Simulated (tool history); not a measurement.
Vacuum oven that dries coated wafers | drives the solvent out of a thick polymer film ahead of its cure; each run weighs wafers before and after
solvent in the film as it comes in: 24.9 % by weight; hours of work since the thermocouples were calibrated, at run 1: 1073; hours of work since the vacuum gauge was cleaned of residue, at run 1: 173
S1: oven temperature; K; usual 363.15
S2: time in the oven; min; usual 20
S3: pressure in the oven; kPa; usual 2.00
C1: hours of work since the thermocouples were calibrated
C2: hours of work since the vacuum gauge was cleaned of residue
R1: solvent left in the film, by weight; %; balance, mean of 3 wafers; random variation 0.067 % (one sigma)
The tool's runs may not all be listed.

run	hour	S1	S2	S3	C1	C2	R1
1	0.0	363.15	20	2.00	1073	173	4.44
2	14.0	363.15	20	2.00	1083	183	4.53
3	27.8	363.15	20	2.00	1093	193	4.35
4	37.9	363.15	20	2.00	1100	200	4.42
5	45.9	363.15	20	2.00	1106	205	4.49
6	61.0	363.15	20	2.00	1116	216	4.38
7	73.2	363.15	20	2.00	1125	225	4.41
8	82.2	363.15	20	2.00	1131	231	4.44
9	94.2	363.15	25	2.00	1140	240	3.60
10	101.3	367.15	20	2.00	1145	245	3.48
11	111.9	367.15	20	2.00	1152	252	3.48
12	126.3	367.15	20	2.00	1162	262	3.53
13	133.5	372.15	11	2.00	1168	267	5.36
# hour 140.8: oven's thermocouples calibrated
14	146.5	364.15	19	1.03	4	275	3.53
15	158.9	364.15	19	1.03	13	284	3.49
16	166.3	366.15	20	2.09	18	289	3.72
17	181.4	378.15	20	2.00	29	300	1.69
18	195.3	378.15	20	2.00	39	310	1.82
19	207.7	350.15	20	4.55	47	318	12.26
20	216.1	365.15	20	1.95	53	324	3.97
21	230.2	371.15	28	1.95	63	334	1.97
22	246.0	363.15	11	1.91	74	345	7.77
23	255.5	363.15	11	1.91	81	352	7.75

3 ways to go on from here, each from the tool as it stands after run 23. What would each give?
A	265.8	363.15	22	1.91	88	359	?
B	265.8	363.15	20	6.41	88	359	?
C	265.8	360.15	20	2.00	88	359	?

run	R1
A	4.04
B	9.08
C	5.27
Without the tool's hidden state the same runs would have given:
run	R1
A	4.04
B	9.08
C	5.26
